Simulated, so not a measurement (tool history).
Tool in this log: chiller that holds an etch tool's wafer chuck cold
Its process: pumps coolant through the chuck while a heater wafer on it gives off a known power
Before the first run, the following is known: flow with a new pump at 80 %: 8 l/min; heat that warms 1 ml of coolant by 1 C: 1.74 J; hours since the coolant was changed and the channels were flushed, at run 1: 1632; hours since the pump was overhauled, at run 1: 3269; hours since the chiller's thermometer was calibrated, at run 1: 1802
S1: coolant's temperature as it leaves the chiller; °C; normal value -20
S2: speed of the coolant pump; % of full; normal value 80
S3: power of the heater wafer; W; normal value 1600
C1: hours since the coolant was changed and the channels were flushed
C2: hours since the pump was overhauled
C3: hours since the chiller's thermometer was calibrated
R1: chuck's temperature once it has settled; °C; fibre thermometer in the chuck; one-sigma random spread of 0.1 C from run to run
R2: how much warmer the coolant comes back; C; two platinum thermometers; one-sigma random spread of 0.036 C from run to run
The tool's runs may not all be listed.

{"run": 1, "hour": 0.0, "S1": -20, "S2": 80, "S3": 1600, "C1": 1632, "C2": 3269, "C3": 1802, "R1": -3.7, "R2": 7.09}
{"run": 2, "hour": 44.6, "S1": -20, "S2": 80, "S3": 1022, "C1": 1677, "C2": 3314, "C3": 1847, "R1": -9.3, "R2": 4.57}
{"run": 3, "hour": 87.5, "S1": -20, "S2": 91, "S3": 1600, "C1": 1720, "C2": 3357, "C3": 1890, "R1": -4.6, "R2": 6.35}
{"run": 4, "hour": 122.4, "S1": -20, "S2": 91, "S3": 1600, "C1": 1755, "C2": 3392, "C3": 1925, "R1": -4.7, "R2": 6.3}
{"run": 5, "hour": 169.5, "S1": -20, "S2": 91, "S3": 1976, "C1": 1802, "C2": 3439, "C3": 1972, "R1": -1.2, "R2": 7.79}
{"run": 6, "hour": 207.7, "S1": -20, "S2": 91, "S3": 1976, "C1": 1840, "C2": 3477, "C3": 2010, "R1": -1.2, "R2": 7.82}
{"run": 7, "hour": 267.8, "S1": -20, "S2": 91, "S3": 1976, "C1": 1900, "C2": 3537, "C3": 2070, "R1": -1.2, "R2": 7.78}
{"run": 8, "hour": 309.0, "S1": -20, "S2": 80, "S3": 1644, "C1": 1941, "C2": 3579, "C3": 2111, "R1": -3.2, "R2": 7.33}
{"run": 9, "hour": 373.0, "S1": -20, "S2": 80, "S3": 1644, "C1": 2005, "C2": 3642, "C3": 2175, "R1": -3.1, "R2": 7.37}
{"run": 10, "hour": 418.4, "S1": -20, "S2": 80, "S3": 1644, "C1": 2051, "C2": 3688, "C3": 2221, "R1": -3, "R2": 7.33}
{"run": 11, "hour": 484.3, "S1": -20, "S2": 80, "S3": 1644, "C1": 2117, "C2": 3754, "C3": 2287, "R1": -3.2, "R2": 7.38}
{"hour": 490.2, "done": "chiller's thermometer calibrated"}
{"run": 12, "hour": 536.2, "S1": -20, "S2": 80, "S3": 1644, "C1": 2168, "C2": 3805, "C3": 46, "R1": -2.6, "R2": 7.35}
{"run": 13, "hour": 612.6, "S1": -20, "S2": 64, "S3": 1644, "C1": 2244, "C2": 3881, "C3": 122, "R1": -0.2, "R2": 9.15}
{"run": 14, "hour": 671.7, "S1": -20, "S2": 64, "S3": 1644, "C1": 2303, "C2": 3940, "C3": 182, "R1": -0.1, "R2": 9.19}
{"hour": 714.9, "done": "chiller's thermometer calibrated, once more"}
{"run": 15, "hour": 721.1, "S1": -20, "S2": 80, "S3": 1600, "C1": 2352, "C2": 3989, "C3": 6, "R1": -3.8, "R2": 7.18}
{"run": 16, "hour": 789.7, "S1": -20, "S2": 80, "S3": 1600, "C1": 2420, "C2": 4057, "C3": 75, "R1": -3.7, "R2": 7.23}
{"run": 17, "hour": 844.8, "S1": -12, "S2": 79, "S3": 1192, "C1": 2475, "C2": 4112, "C3": 130, "R1": 0.2, "R2": 5.44}
{"run": 18, "hour": 914.9, "S1": -22, "S2": 83, "S3": 1192, "C1": 2545, "C2": 4182, "C3": 200, "R1": -10.2, "R2": 5.16}
{"run": 19, "hour": 994.5, "S1": -22, "S2": 83, "S3": 1192, "C1": 2625, "C2": 4262, "C3": 280, "R1": -10, "R2": 5.21}
{"run": 20, "hour": 1057.8, "S1": -22, "S2": 83, "S3": 1192, "C1": 2688, "C2": 4325, "C3": 343, "R1": -9.9, "R2": 5.21}
{"run": 21, "hour": 1093.4, "S1": -14, "S2": 61, "S3": 1458, "C1": 2724, "C2": 4361, "C3": 379, "R1": 3.9, "R2": 8.49}
{"run": 22, "hour": 1166.1, "S1": -14, "S2": 61, "S3": 1068, "C1": 2797, "C2": 4434, "C3": 451, "R1": -0.9, "R2": 6.28}
{"run": 23, "hour": 1204.4, "S1": -14, "S2": 61, "S3": 1068, "C1": 2835, "C2": 4472, "C3": 490, "R1": -0.8, "R2": 6.25}
{"run": 24, "hour": 1273.9, "S1": -20, "S2": 98, "S3": 1600, "C1": 2904, "C2": 4541, "C3": 559, "R1": -5.4, "R2": 5.93}
{"run": 25, "hour": 1311.5, "S1": -11, "S2": 80, "S3": 1590, "C1": 2942, "C2": 4579, "C3": 597, "R1": 5.5, "R2": 7.1}
{"run": 26, "hour": 1352.4, "S1": -11, "S2": 80, "S3": 1590, "C1": 2983, "C2": 4620, "C3": 638, "R1": 5.6, "R2": 7.14}
{"run": 27, "hour": 1397.2, "S1": -13, "S2": 86, "S3": 1320, "C1": 3028, "C2": 4665, "C3": 682, "R1": 0.1, "R2": 5.55}
{"run": 28, "hour": 1475.2, "S1": -10, "S2": 84, "S3": 1278, "C1": 3106, "C2": 4743, "C3": 760, "R1": 3, "R2": 5.52}
{"run": 29, "hour": 1515.7, "S1": -24, "S2": 75, "S3": 1278, "C1": 3146, "C2": 4783, "C3": 801, "R1": -10.2, "R2": 6.15}
{"run": 30, "hour": 1573.1, "S1": -27, "S2": 62, "S3": 927, "C1": 3204, "C2": 4841, "C3": 858, "R1": -15.5, "R2": 5.37}
{"run": 31, "hour": 1648.5, "S1": -21, "S2": 67, "S3": 1495, "C1": 3279, "C2": 4916, "C3": 934, "R1": -3.6, "R2": 8.03}

Take each entry between the runs: how does the hidden state at the last listed run before it differ from the hidden state at the first listed run after it?
Runs 11 to 12: chiller's thermometer calibrated (hour 490.2)
  heat passed by the chuck's channels, % of clean ones': 96.1 -> 96; flow at a given pump speed, % of a new pump's: 96.3 -> 96.2; coolant's true temperature over the reading, C: 0.36 -> 0.41
  measured minus no-state result, R1: +1.2 -> +1.3 °C; R2: +0.28 -> +0.28 C
Runs 14 to 15: chiller's thermometer calibrated, once more (hour 714.9)
  heat passed by the chuck's channels, % of clean ones': 95.8 -> 95.7; coolant's true temperature over the reading, C: 0.43 -> 0.02
  measured minus no-state result, R1: +1.5 -> +0.9 °C; R2: +0.35 -> +0.28 C
